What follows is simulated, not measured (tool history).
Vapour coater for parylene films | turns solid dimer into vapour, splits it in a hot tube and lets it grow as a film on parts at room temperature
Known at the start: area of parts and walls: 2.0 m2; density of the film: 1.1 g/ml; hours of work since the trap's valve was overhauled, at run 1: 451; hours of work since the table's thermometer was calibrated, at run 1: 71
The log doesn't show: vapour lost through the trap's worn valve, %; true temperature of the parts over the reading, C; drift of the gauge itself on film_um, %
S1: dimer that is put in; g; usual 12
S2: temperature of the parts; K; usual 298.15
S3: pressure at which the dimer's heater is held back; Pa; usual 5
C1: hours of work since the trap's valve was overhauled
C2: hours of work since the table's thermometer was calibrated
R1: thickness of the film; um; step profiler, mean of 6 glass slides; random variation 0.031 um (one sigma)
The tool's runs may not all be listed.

run	hour	S1	S2	S3	C1	C2	R1
1	0	12	298.15	5	451	71	3.58
2	16.3	12	298.15	5	463	83	3.64
3	30.7	12	298.15	5	474	93	3.57
4	57	12	298.15	2.64	493	112	4.03
5	74.3	12	298.15	5	505	125	3.59
6	87.6	16	298.15	5	515	135	4.8
7	107.6	16	298.15	5	530	149	4.85
8	136.8	16	298.15	5	551	170	4.86
9	159.9	16	298.15	5	567	187	4.87
10	175.2	16	298.15	5	579	198	4.8
11	197.1	12	298.15	8.22	595	214	3.29
12	221.7	7	298.15	5	612	232	2.1
13	252.1	7	298.15	5	634	254	2.09
14	279.1	12	298.15	10.54	654	274	3.18
15	311	12	298.15	5	677	297	3.59
# hour 326.1: trap's valve overhauled
16	344.9	12	303.15	5	14	319	3.23
17	364.1	12	303.15	5	28	333	3.19
18	395.7	14	295.15	8.5	51	356	4.14
19	417.9	14	291.15	6.04	67	372	4.84

Run 20 comes next. What will it give?
20	444.6	14	291.15	6.04	86	391	?

R1: 4.85 um
Without the tool's hidden state the same run would have given R1 4.85 um.
